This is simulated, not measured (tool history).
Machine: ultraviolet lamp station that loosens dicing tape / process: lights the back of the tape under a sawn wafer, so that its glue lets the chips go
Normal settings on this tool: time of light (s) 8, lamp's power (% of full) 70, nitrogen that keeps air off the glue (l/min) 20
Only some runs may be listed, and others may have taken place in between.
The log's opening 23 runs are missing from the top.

| run | hour | time of light (s) | lamp's power (% of full) | nitrogen that keeps air off the glue (l/min) | hours of work of the lamp | hours of work since the window was cleaned | force that peels the tape off (N) | light that reached the tape (mJ/cm²) |
|---|---|---|---|---|---|---|---|---|
| 24 | 145.8 | 8 | 70 | 20 | 222 | 76 | 0.697 | 184 |
| 25 | 151.3 | 8 | 70 | 38 | 226 | 79 | 0.435 | 184 |
| 26 | 160 | 8 | 70 | 38 | 231 | 85 | 0.45 | 186 |
| 27 | 168.5 | 8 | 70 | 38 | 236 | 90 | 0.456 | 187 |
| 28 | 172.6 | 8 | 70 | 38 | 239 | 93 | 0.473 | 186 |
| 29 | 180.3 | 8 | 78 | 18 | 244 | 97 | 0.638 | 206 |
| 30 | 189.1 | 8 | 82 | 10 | 249 | 103 | 0.894 | 215 |
| 31 | 196.1 | 6 | 72 | 34 | 254 | 107 | 0.89 | 142 |
| 32 | 202.8 | 8 | 90 | 17 | 258 | 112 | 0.482 | 233 |
| 33 | 210.4 | 10 | 90 | 12 | 263 | 116 | 0.371 | 292 |
| 34 | 216.9 | 11 | 70 | 20 | 267 | 120 | 0.344 | 249 |
| 35 | 225.6 | 11 | 70 | 20 | 272 | 126 | 0.342 | 245 |
| 36 | 232.4 | 10 | 70 | 20 | 277 | 130 | 0.444 | 227 |

Run 37 has not been measured yet. What should we expect?
| 37 | 240.7 | 10 | 70 | 20 | 282 | 135 | ? | ? |

{"run 37": {"force that peels the tape off (N)": 0.455, "light that reached the tape (mJ/cm²)": 222}}
On a tool with no hidden condition, and with the same random variation, this run would have come out at force that peels the tape off (N) 0.336, light that reached the tape (mJ/cm²) 250.

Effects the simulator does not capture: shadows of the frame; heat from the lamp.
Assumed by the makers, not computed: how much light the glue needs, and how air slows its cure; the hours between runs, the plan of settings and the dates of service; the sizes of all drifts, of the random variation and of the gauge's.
